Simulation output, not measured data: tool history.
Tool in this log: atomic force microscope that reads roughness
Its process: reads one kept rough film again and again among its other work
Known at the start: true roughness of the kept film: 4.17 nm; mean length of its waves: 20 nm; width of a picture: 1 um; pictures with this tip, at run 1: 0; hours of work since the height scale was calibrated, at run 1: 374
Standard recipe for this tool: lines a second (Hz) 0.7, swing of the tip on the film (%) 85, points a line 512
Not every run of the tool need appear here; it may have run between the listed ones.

run,hour,lines a second (Hz),swing of the tip on the film (%),points a line,pictures with this tip,hours of work since the height scale was calibrated,roughness of the kept film (nm (root mean square))
1,0,0.7,85,512,0,374,3.179
2,13.3,0.7,85,512,16,384,3.095
3,19.6,0.668,85,512,24,389,3.037
4,28.4,0.7,85,512,34,396,2.966
5,39.3,0.7,85,599,48,404,2.873
6,50.6,0.7,85,599,62,413,2.817
7,60,0.7,85,599,73,421,2.755
8,74.2,0.7,85,599,91,432,2.687
9,83,0.7,85,405,101,438,2.595
10,90,0.7,85,405,110,444,2.555
11,104.5,0.7,85,405,128,455,2.494
12,113,3.078,76,855,138,462,2.214
13,121.4,3.078,76,855,148,469,2.181
14,134.5,3.078,76,855,165,479,2.12
15,144.7,3.078,76,855,177,487,2.09
16,159.1,3.078,76,855,195,498,2.042
17,171.6,0.7,55,934,210,508,2.368
18,181.8,0.7,55,934,223,516,2.332

5 ways to go on from here, each from the tool as it stands after run 18. What would each give?
A,187.8,1.532,85,512,230,520,?
B,187.8,0.537,85,409,230,520,?
C,187.8,0.618,64,312,230,520,?
D,187.8,0.568,79,420,230,520,?
E,187.8,1.463,78,512,230,520,?

run,roughness of the kept film (nm (root mean square))
A,2
B,2.187
C,2.225
D,2.195
E,2.092
Stripped of hidden state, with their random variation kept, the same runs would have yielded:
run,roughness of the kept film (nm (root mean square))
A,2.966
B,3.24
C,3.301
D,3.258
E,3.101
